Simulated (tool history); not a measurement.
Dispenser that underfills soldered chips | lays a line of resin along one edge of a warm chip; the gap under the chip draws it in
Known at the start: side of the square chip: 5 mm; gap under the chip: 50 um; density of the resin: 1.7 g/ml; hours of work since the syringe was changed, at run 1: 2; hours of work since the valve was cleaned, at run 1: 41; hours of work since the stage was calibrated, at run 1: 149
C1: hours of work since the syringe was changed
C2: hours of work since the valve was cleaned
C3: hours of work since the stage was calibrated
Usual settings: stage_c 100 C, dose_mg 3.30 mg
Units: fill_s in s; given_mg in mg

run 1 hour=0.0 | stage_c=100 dose_mg=3.30 | C1=2 C2=41 C3=149 | fill_s=9.9 given_mg=3.28
run 2 hour=7.0 | stage_c=100 dose_mg=3.30 | C1=6 C2=45 C3=154 | fill_s=11.4 given_mg=3.20
-- hour=11.0 new syringe of resin
run 3 hour=13.7 | stage_c=100 dose_mg=3.30 | C1=2 C2=49 C3=158 | fill_s=8.9 given_mg=3.20
run 4 hour=20.5 | stage_c=114 dose_mg=3.30 | C1=6 C2=53 C3=162 | fill_s=8.3 given_mg=3.17
-- hour=25.2 new syringe of resin
run 5 hour=26.3 | stage_c=114 dose_mg=3.30 | C1=1 C2=57 C3=166 | fill_s=6.2 given_mg=3.10
run 6 hour=36.0 | stage_c=90 dose_mg=3.30 | C1=7 C2=63 C3=172 | fill_s=17.4 given_mg=3.21
-- hour=39.2 new syringe of resin
run 7 hour=41.1 | stage_c=96 dose_mg=3.30 | C1=1 C2=66 C3=175 | fill_s=11.1 given_mg=3.16
run 8 hour=51.5 | stage_c=96 dose_mg=3.30 | C1=8 C2=73 C3=181 | fill_s=14.9 given_mg=3.12
-- hour=53.3 new syringe of resin
run 9 hour=57.7 | stage_c=96 dose_mg=3.30 | C1=3 C2=77 C3=185 | fill_s=11.3 given_mg=3.12
-- hour=67.5 new syringe of resin
run 10 hour=68.7 | stage_c=96 dose_mg=3.30 | C1=1 C2=83 C3=192 | fill_s=10.3 given_mg=3.14
run 11 hour=76.0 | stage_c=96 dose_mg=3.30 | C1=5 C2=88 C3=197 | fill_s=13.0 given_mg=3.18
-- hour=81.4 new syringe of resin
run 12 hour=81.4 | stage_c=96 dose_mg=3.30 | C1=0 C2=91 C3=200 | fill_s=10.6 given_mg=3.12
run 13 hour=90.2 | stage_c=96 dose_mg=4.20 | C1=6 C2=97 C3=206 | fill_s=12.6 given_mg=3.89
-- hour=95.3 new syringe of resin
run 14 hour=99.4 | stage_c=96 dose_mg=4.20 | C1=3 C2=103 C3=211 | fill_s=11.8 given_mg=3.99
run 15 hour=104.1 | stage_c=96 dose_mg=4.20 | C1=6 C2=106 C3=214 | fill_s=13.1 given_mg=3.90
-- hour=110.1 new syringe of resin
run 16 hour=115.1 | stage_c=100 dose_mg=3.30 | C1=3 C2=113 C3=221 | fill_s=10.8 given_mg=3.11
run 17 hour=121.9 | stage_c=100 dose_mg=3.30 | C1=8 C2=117 C3=225 | fill_s=12.9 given_mg=3.04
-- hour=124.5 new syringe of resin
run 18 hour=132.3 | stage_c=100 dose_mg=3.30 | C1=5 C2=123 C3=232 | fill_s=11.4 given_mg=3.08
-- hour=138.5 dispensing valve cleaned and set on the balance
run 19 hour=138.5 | stage_c=100 dose_mg=3.30 | C1=8 C2=0 C3=235 | fill_s=13.2 given_mg=3.33
-- hour=139.9 new syringe of resin
run 20 hour=144.7 | stage_c=91 dose_mg=3.98 | C1=3 C2=4 C3=239 | fill_s=13.8 given_mg=4.04
run 21 hour=150.2 | stage_c=91 dose_mg=3.98 | C1=7 C2=7 C3=242 | fill_s=15.4 given_mg=4.02
-- hour=154.4 new syringe of resin
run 22 hour=161.5 | stage_c=91 dose_mg=3.98 | C1=5 C2=14 C3=250 | fill_s=15.5 given_mg=3.91
-- hour=168.7 new syringe of resin
run 23 hour=171.4 | stage_c=90 dose_mg=3.25 | C1=2 C2=20 C3=256 | fill_s=14.0 given_mg=3.19
run 24 hour=179.6 | stage_c=90 dose_mg=3.25 | C1=7 C2=26 C3=261 | fill_s=18.2 given_mg=3.25
-- hour=182.6 new syringe of resin
run 25 hour=185.5 | stage_c=90 dose_mg=3.53 | C1=2 C2=29 C3=264 | fill_s=13.7 given_mg=3.52
run 26 hour=194.7 | stage_c=90 dose_mg=3.53 | C1=8 C2=35 C3=270 | fill_s=17.1 given_mg=3.45
-- hour=197.0 new syringe of resin
run 27 hour=200.2 | stage_c=87 dose_mg=4.03 | C1=2 C2=38 C3=274 | fill_s=15.3 given_mg=3.95
run 28 hour=209.6 | stage_c=87 dose_mg=3.36 | C1=8 C2=44 C3=280 | fill_s=19.3 given_mg=3.26
-- hour=210.9 new syringe of resin
run 29 hour=221.5 | stage_c=87 dose_mg=3.85 | C1=7 C2=52 C3=287 | fill_s=18.7 given_mg=3.74
-- hour=225.2 new syringe of resin
run 30 hour=228.7 | stage_c=86 dose_mg=3.19 | C1=2 C2=56 C3=291 | fill_s=16.3 given_mg=3.10
run 31 hour=234.6 | stage_c=103 dose_mg=3.82 | C1=6 C2=60 C3=295 | fill_s=10.5 given_mg=3.72
-- hour=239.2 new syringe of resin
run 32 hour=246.3 | stage_c=87 dose_mg=3.08 | C1=5 C2=67 C3=302 | fill_s=17.7 given_mg=3.05
-- hour=253.2 new syringe of resin
run 33 hour=253.4 | stage_c=100 dose_mg=3.19 | C1=0 C2=72 C3=307 | fill_s=9.4 given_mg=3.06
run 34 hour=262.1 | stage_c=100 dose_mg=3.19 | C1=6 C2=77 C3=312 | fill_s=11.4 given_mg=2.95
-- hour=267.8 new syringe of resin
run 35 hour=268.3 | stage_c=100 dose_mg=3.19 | C1=0 C2=81 C3=316 | fill_s=9.7 given_mg=3.03
run 36 hour=275.6 | stage_c=100 dose_mg=3.92 | C1=5 C2=86 C3=321 | fill_s=11.5 given_mg=3.72

4 ways to go on from here, each from the tool as it stands after run 36. What would each give?
-- hour=281.6 new syringe of resin
run A hour=281.6 | stage_c=91 dose_mg=3.41 | C1=0 C2=89 C3=324 | fill_s=? given_mg=?
-- hour=281.6 new syringe of resin
run B hour=281.6 | stage_c=87 dose_mg=4.22 | C1=0 C2=89 C3=324 | fill_s=? given_mg=?
-- hour=281.6 new syringe of resin
run C hour=281.6 | stage_c=93 dose_mg=3.30 | C1=0 C2=89 C3=324 | fill_s=? given_mg=?
-- hour=281.6 new syringe of resin
run D hour=281.6 | stage_c=98 dose_mg=3.58 | C1=0 C2=89 C3=324 | fill_s=? given_mg=?

run=A fill_s=12.6 given_mg=3.25
run=B fill_s=13.8 given_mg=3.98
run=C fill_s=11.5 given_mg=3.11
run=D fill_s=10.1 given_mg=3.41
Without the tool's hidden state the same runs would have given:
run=A fill_s=11.5 given_mg=3.44
run=B fill_s=12.7 given_mg=4.21
run=C fill_s=10.5 given_mg=3.29
run=D fill_s=9.4 given_mg=3.61
